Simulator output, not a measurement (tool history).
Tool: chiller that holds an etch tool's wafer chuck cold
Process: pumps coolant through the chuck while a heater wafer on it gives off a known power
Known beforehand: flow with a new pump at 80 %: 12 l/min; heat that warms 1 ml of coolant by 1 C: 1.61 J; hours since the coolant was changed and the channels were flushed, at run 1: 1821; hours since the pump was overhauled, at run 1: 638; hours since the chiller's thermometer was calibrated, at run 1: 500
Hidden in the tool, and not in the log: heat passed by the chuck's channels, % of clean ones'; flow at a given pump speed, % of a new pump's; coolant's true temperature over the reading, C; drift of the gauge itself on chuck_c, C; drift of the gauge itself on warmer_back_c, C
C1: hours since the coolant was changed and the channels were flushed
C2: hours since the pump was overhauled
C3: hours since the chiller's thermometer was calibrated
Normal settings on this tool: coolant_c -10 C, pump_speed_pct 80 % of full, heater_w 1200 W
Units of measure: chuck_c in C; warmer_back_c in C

{"run": 1, "hour": 0.0, "coolant_c": -10, "pump_speed_pct": 80, "heater_w": 1200, "C1": 1821, "C2": 638, "C3": 500, "chuck_c": -1.5, "warmer_back_c": 3.79}
{"run": 2, "hour": 27.7, "coolant_c": -10, "pump_speed_pct": 80, "heater_w": 1200, "C1": 1849, "C2": 666, "C3": 528, "chuck_c": -1.6, "warmer_back_c": 3.77}
{"run": 3, "hour": 47.0, "coolant_c": -10, "pump_speed_pct": 90, "heater_w": 1200, "C1": 1868, "C2": 685, "C3": 547, "chuck_c": -2.1, "warmer_back_c": 3.33}
{"run": 4, "hour": 77.2, "coolant_c": -10, "pump_speed_pct": 90, "heater_w": 1200, "C1": 1898, "C2": 715, "C3": 577, "chuck_c": -1.9, "warmer_back_c": 3.4}
{"run": 5, "hour": 106.5, "coolant_c": -10, "pump_speed_pct": 80, "heater_w": 1361, "C1": 1928, "C2": 745, "C3": 607, "chuck_c": -0.3, "warmer_back_c": 4.35}
{"run": 6, "hour": 125.9, "coolant_c": -10, "pump_speed_pct": 80, "heater_w": 1273, "C1": 1947, "C2": 764, "C3": 626, "chuck_c": -0.8, "warmer_back_c": 4.04}
{"run": 7, "hour": 145.6, "coolant_c": -17, "pump_speed_pct": 80, "heater_w": 1200, "C1": 1967, "C2": 784, "C3": 646, "chuck_c": -8.3, "warmer_back_c": 3.82}
{"run": 8, "hour": 166.4, "coolant_c": -17, "pump_speed_pct": 80, "heater_w": 1200, "C1": 1988, "C2": 805, "C3": 667, "chuck_c": -8.3, "warmer_back_c": 3.83}
{"run": 9, "hour": 188.0, "coolant_c": -10, "pump_speed_pct": 80, "heater_w": 1186, "C1": 2009, "C2": 826, "C3": 688, "chuck_c": -1.4, "warmer_back_c": 3.81}
{"run": 10, "hour": 207.8, "coolant_c": -10, "pump_speed_pct": 80, "heater_w": 1186, "C1": 2029, "C2": 846, "C3": 708, "chuck_c": -1.4, "warmer_back_c": 3.83}
{"run": 11, "hour": 220.9, "coolant_c": -10, "pump_speed_pct": 80, "heater_w": 1186, "C1": 2042, "C2": 859, "C3": 721, "chuck_c": -1.6, "warmer_back_c": 3.75}
{"run": 12, "hour": 236.8, "coolant_c": -10, "pump_speed_pct": 91, "heater_w": 1186, "C1": 2058, "C2": 875, "C3": 737, "chuck_c": -2.1, "warmer_back_c": 3.37}
{"run": 13, "hour": 263.9, "coolant_c": -10, "pump_speed_pct": 80, "heater_w": 1200, "C1": 2085, "C2": 902, "C3": 764, "chuck_c": -1.4, "warmer_back_c": 3.79}
{"run": 14, "hour": 289.4, "coolant_c": -10, "pump_speed_pct": 80, "heater_w": 1200, "C1": 2111, "C2": 928, "C3": 790, "chuck_c": -1.2, "warmer_back_c": 3.78}
{"run": 15, "hour": 306.3, "coolant_c": -10, "pump_speed_pct": 80, "heater_w": 1200, "C1": 2127, "C2": 945, "C3": 806, "chuck_c": -1.5, "warmer_back_c": 3.85}
{"run": 16, "hour": 320.3, "coolant_c": -10, "pump_speed_pct": 80, "heater_w": 1200, "C1": 2141, "C2": 959, "C3": 820, "chuck_c": -1.3, "warmer_back_c": 3.82}
{"run": 17, "hour": 339.1, "coolant_c": -17, "pump_speed_pct": 80, "heater_w": 1200, "C1": 2160, "C2": 977, "C3": 839, "chuck_c": -8.2, "warmer_back_c": 3.76}
{"run": 18, "hour": 369.2, "coolant_c": -10, "pump_speed_pct": 100, "heater_w": 1302, "C1": 2190, "C2": 1007, "C3": 869, "chuck_c": -1.5, "warmer_back_c": 3.38}
{"run": 19, "hour": 385.1, "coolant_c": -10, "pump_speed_pct": 100, "heater_w": 1302, "C1": 2206, "C2": 1023, "C3": 885, "chuck_c": -1.7, "warmer_back_c": 3.28}
{"run": 20, "hour": 413.9, "coolant_c": -10, "pump_speed_pct": 100, "heater_w": 1302, "C1": 2235, "C2": 1052, "C3": 914, "chuck_c": -1.6, "warmer_back_c": 3.27}
{"run": 21, "hour": 441.2, "coolant_c": -5, "pump_speed_pct": 81, "heater_w": 678, "C1": 2262, "C2": 1079, "C3": 941, "chuck_c": -0.2, "warmer_back_c": 2.17}
{"run": 22, "hour": 466.9, "coolant_c": -5, "pump_speed_pct": 77, "heater_w": 1367, "C1": 2288, "C2": 1105, "C3": 967, "chuck_c": 5.2, "warmer_back_c": 4.55}
{"run": 23, "hour": 492.4, "coolant_c": -14, "pump_speed_pct": 80, "heater_w": 942, "C1": 2314, "C2": 1131, "C3": 993, "chuck_c": -7, "warmer_back_c": 2.98}
{"run": 24, "hour": 507.0, "coolant_c": -12, "pump_speed_pct": 63, "heater_w": 857, "C1": 2328, "C2": 1145, "C3": 1007, "chuck_c": -4.5, "warmer_back_c": 3.56}
{"run": 25, "hour": 529.1, "coolant_c": -12, "pump_speed_pct": 63, "heater_w": 1075, "C1": 2350, "C2": 1167, "C3": 1029, "chuck_c": -2.8, "warmer_back_c": 4.51}
{"run": 26, "hour": 542.3, "coolant_c": -10, "pump_speed_pct": 66, "heater_w": 621, "C1": 2363, "C2": 1181, "C3": 1042, "chuck_c": -4.8, "warmer_back_c": 2.48}
{"run": 27, "hour": 566.6, "coolant_c": -13, "pump_speed_pct": 80, "heater_w": 1798, "C1": 2388, "C2": 1205, "C3": 1067, "chuck_c": 0.1, "warmer_back_c": 5.79}
{"run": 28, "hour": 596.4, "coolant_c": -13, "pump_speed_pct": 80, "heater_w": 1798, "C1": 2418, "C2": 1235, "C3": 1097, "chuck_c": 0.2, "warmer_back_c": 5.82}
{"run": 29, "hour": 626.7, "coolant_c": -5, "pump_speed_pct": 96, "heater_w": 1490, "C1": 2448, "C2": 1265, "C3": 1127, "chuck_c": 4.9, "warmer_back_c": 3.99}
{"run": 30, "hour": 651.0, "coolant_c": -10, "pump_speed_pct": 79, "heater_w": 1200, "C1": 2472, "C2": 1289, "C3": 1151, "chuck_c": -1, "warmer_back_c": 3.93}
{"run": 31, "hour": 673.9, "coolant_c": -10, "pump_speed_pct": 79, "heater_w": 1213, "C1": 2495, "C2": 1312, "C3": 1174, "chuck_c": -0.9, "warmer_back_c": 4.02}
{"run": 32, "hour": 688.5, "coolant_c": -10, "pump_speed_pct": 79, "heater_w": 1213, "C1": 2510, "C2": 1327, "C3": 1189, "chuck_c": -1, "warmer_back_c": 4.03}
{"run": 33, "hour": 715.2, "coolant_c": -4, "pump_speed_pct": 66, "heater_w": 1389, "C1": 2536, "C2": 1353, "C3": 1215, "chuck_c": 7.5, "warmer_back_c": 5.46}

Below, some changes in chuck_c between adjacent runs. For each, the amount present without the hidden state too (settings, incoming material, random variation) and the amount remaining for the hidden state with gauge scatter not shared by both compared results:
Run 6 -> 7: coolant_c -10 -> -17, heater_w 1273 -> 1200. chuck_c -7.5 C: hidden state -0.1, all else -7.4.
Run 21 -> 22: pump_speed_pct 81 -> 77, heater_w 678 -> 1367. chuck_c +5.4 C: hidden state +0.4, all else +5.
Run 22 -> 23: coolant_c -5 -> -14, pump_speed_pct 77 -> 80, heater_w 1367 -> 942. chuck_c -12.2 C: hidden state -0.2, all else -12.
Run 25 -> 26: coolant_c -12 -> -10, pump_speed_pct 63 -> 66, heater_w 1075 -> 621. chuck_c -2 C: hidden state -0.3, all else -1.7.
Run 26 -> 27: coolant_c -10 -> -13, pump_speed_pct 66 -> 80, heater_w 621 -> 1798. chuck_c +4.9 C: hidden state +0.6, all else +4.3.
Run 32 -> 33: coolant_c -10 -> -4, pump_speed_pct 79 -> 66, heater_w 1213 -> 1389. chuck_c +8.5 C: hidden state +0.2, all else +8.3.
